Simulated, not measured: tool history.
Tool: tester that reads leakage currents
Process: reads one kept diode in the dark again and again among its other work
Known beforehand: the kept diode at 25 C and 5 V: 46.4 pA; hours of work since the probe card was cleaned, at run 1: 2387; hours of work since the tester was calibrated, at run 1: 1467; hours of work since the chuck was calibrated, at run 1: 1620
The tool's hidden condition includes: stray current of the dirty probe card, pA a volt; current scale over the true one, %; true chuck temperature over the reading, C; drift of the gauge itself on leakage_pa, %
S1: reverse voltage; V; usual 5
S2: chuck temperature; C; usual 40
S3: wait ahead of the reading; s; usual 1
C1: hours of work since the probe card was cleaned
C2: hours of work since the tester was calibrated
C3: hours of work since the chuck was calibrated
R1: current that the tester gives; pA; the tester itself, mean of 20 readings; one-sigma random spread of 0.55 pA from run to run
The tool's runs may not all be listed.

{"run": 1, "hour": 0.0, "S1": 5, "S2": 40, "S3": 1, "C1": 2387, "C2": 1467, "C3": 1620, "R1": 218.25}
{"run": 2, "hour": 111.8, "S1": 5, "S2": 40, "S3": 1, "C1": 2437, "C2": 1517, "C3": 1670, "R1": 218.71}
{"run": 3, "hour": 276.7, "S1": 5, "S2": 40, "S3": 1, "C1": 2510, "C2": 1590, "C3": 1743, "R1": 220.95}
{"hour": 309.7, "done": "chuck's temperature calibrated"}
{"run": 4, "hour": 384.0, "S1": 5, "S2": 40, "S3": 2.16, "C1": 2557, "C2": 1637, "C3": 33, "R1": 245.96}
{"run": 5, "hour": 570.4, "S1": 5, "S2": 40, "S3": 0.54, "C1": 2640, "C2": 1720, "C3": 116, "R1": 248.97}
{"run": 6, "hour": 792.7, "S1": 5, "S2": 47, "S3": 0.54, "C1": 2739, "C2": 1819, "C3": 215, "R1": 443.47}
{"run": 7, "hour": 942.1, "S1": 5, "S2": 47, "S3": 0.54, "C1": 2806, "C2": 1885, "C3": 281, "R1": 448.15}
{"run": 8, "hour": 1047.0, "S1": 5, "S2": 40, "S3": 1, "C1": 2852, "C2": 1932, "C3": 328, "R1": 254.03}
{"hour": 1099.1, "done": "probe card cleaned and baked"}
{"run": 9, "hour": 1185.2, "S1": 5, "S2": 40, "S3": 1, "C1": 38, "C2": 1992, "C3": 388, "R1": 251.12}
{"run": 10, "hour": 1434.9, "S1": 1.48, "S2": 33, "S3": 1, "C1": 149, "C2": 2103, "C3": 499, "R1": 79.44}
{"hour": 1562.3, "done": "chuck's temperature calibrated, once more"}
{"run": 11, "hour": 1596.3, "S1": 9.13, "S2": 27, "S3": 1, "C1": 220, "C2": 2174, "C3": 15, "R1": 74.6}
{"run": 12, "hour": 1744.5, "S1": 4.67, "S2": 55, "S3": 1.78, "C1": 286, "C2": 2240, "C3": 81, "R1": 604.16}
{"run": 13, "hour": 1934.3, "S1": 4.67, "S2": 55, "S3": 1.78, "C1": 371, "C2": 2325, "C3": 166, "R1": 608.08}
{"run": 14, "hour": 2175.2, "S1": 11.5, "S2": 53, "S3": 1.08, "C1": 478, "C2": 2432, "C3": 273, "R1": 795.19}
{"run": 15, "hour": 2334.8, "S1": 11.5, "S2": 53, "S3": 1.08, "C1": 549, "C2": 2503, "C3": 344, "R1": 796.59}
{"run": 16, "hour": 2480.4, "S1": 11.64, "S2": 40, "S3": 1, "C1": 614, "C2": 2567, "C3": 409, "R1": 276.44}

Branching from run 16: 4 alternative next runs. What would each branch give?
{"run": "A", "hour": 2595.2, "S1": 8.57, "S2": 48, "S3": 1, "C1": 665, "C2": 2619, "C3": 460, "R1": "?"}
{"run": "B", "hour": 2595.2, "S1": 14.71, "S2": 40, "S3": 1, "C1": 665, "C2": 2619, "C3": 460, "R1": "?"}
{"run": "C", "hour": 2595.2, "S1": 1.8, "S2": 42, "S3": 0.7, "C1": 665, "C2": 2619, "C3": 460, "R1": "?"}
{"run": "D", "hour": 2595.2, "S1": 3.71, "S2": 28, "S3": 4.37, "C1": 665, "C2": 2619, "C3": 460, "R1": "?"}

run=A R1=471.34
run=B R1=312
run=C R1=138.74
run=D R1=56.18
With the hidden condition removed and each run's random variation left untouched, the same runs would have given:
run=A R1=457.4
run=B R1=300.35
run=C R1=134.56
run=D R1=53.67

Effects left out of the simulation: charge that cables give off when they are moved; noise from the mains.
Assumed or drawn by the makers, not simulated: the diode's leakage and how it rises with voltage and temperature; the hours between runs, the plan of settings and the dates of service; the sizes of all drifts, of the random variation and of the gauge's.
